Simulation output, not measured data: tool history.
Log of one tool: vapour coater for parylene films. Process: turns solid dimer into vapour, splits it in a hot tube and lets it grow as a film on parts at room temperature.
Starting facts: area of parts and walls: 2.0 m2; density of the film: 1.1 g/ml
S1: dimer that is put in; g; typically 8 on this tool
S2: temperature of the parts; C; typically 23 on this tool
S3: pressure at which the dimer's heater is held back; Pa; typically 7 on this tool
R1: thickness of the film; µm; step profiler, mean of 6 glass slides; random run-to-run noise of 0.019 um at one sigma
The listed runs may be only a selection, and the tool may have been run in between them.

| run | hour | S1 | S2 | S3 | R1 |
|---|---|---|---|---|---|
| 1 | 0 | 8 | 23 | 7 | 1.92 |
|  | 9.4 | trap's valve overhauled |
| 2 | 19.5 | 8 | 23 | 7 | 2.02 |
| 3 | 33.4 | 8 | 23 | 7 | 2.02 |
| 4 | 43.9 | 8 | 23 | 7 | 2.01 |
| 5 | 59.1 | 8 | 23 | 7 | 2 |
| 6 | 68.7 | 8 | 23 | 7 | 2 |
| 7 | 75.5 | 8 | 23 | 7 | 1.97 |
| 8 | 86.8 | 8 | 23 | 7 | 2.03 |
| 9 | 99.6 | 8 | 23 | 7.13 | 1.97 |
| 10 | 110.5 | 8 | 23 | 10.26 | 1.88 |
| 11 | 117.2 | 8 | 23 | 7 | 1.97 |
| 12 | 129.2 | 8 | 23 | 7 | 2 |
| 13 | 139.6 | 8 | 23 | 7 | 1.95 |
| 14 | 146.4 | 8 | 23 | 7 | 2 |
| 15 | 159.9 | 3 | 27 | 6.8 | 0.61 |
| 16 | 172 | 3 | 27 | 6.8 | 0.62 |
| 17 | 178.3 | 7 | 19 | 6.87 | 2.01 |
| 18 | 189.9 | 12 | 19 | 5.58 | 3.53 |
| 19 | 202.6 | 12 | 19 | 5.58 | 3.5 |
| 20 | 216.7 | 12 | 19 | 5.58 | 3.51 |
| 21 | 225.7 | 9 | 23 | 3.42 | 2.35 |
| 22 | 232.6 | 4 | 22 | 4.27 | 1.06 |
| 23 | 242.9 | 12 | 22 | 9.39 | 2.93 |
| 24 | 256.9 | 8 | 21 | 4.21 | 2.17 |
| 25 | 271.5 | 10 | 21 | 4.9 | 2.67 |
| 26 | 285.6 | 4 | 23 | 8.88 | 0.97 |
| 27 | 297.4 | 7 | 31 | 7 | 1.2 |
| 28 | 309.1 | 8 | 16 | 7.97 | 2.48 |

Alternative continuations, all from the tool just after run 28; predict every row:
| A | 322.5 | 8 | 31 | 7.97 | ? |
| B | 322.5 | 8 | 16 | 7.25 | ? |
| C | 322.5 | 8 | 16 | 7.62 | ? |
| D | 322.5 | 9 | 23 | 8.52 | ? |

| run | R1 |
|---|---|
| A | 1.34 |
| B | 2.49 |
| C | 2.51 |
| D | 2.08 |
Without the tool's unlogged condition, the same runs would have read:
| run | R1 |
|---|---|
| A | 1.45 |
| B | 2.7 |
| C | 2.72 |
| D | 2.26 |

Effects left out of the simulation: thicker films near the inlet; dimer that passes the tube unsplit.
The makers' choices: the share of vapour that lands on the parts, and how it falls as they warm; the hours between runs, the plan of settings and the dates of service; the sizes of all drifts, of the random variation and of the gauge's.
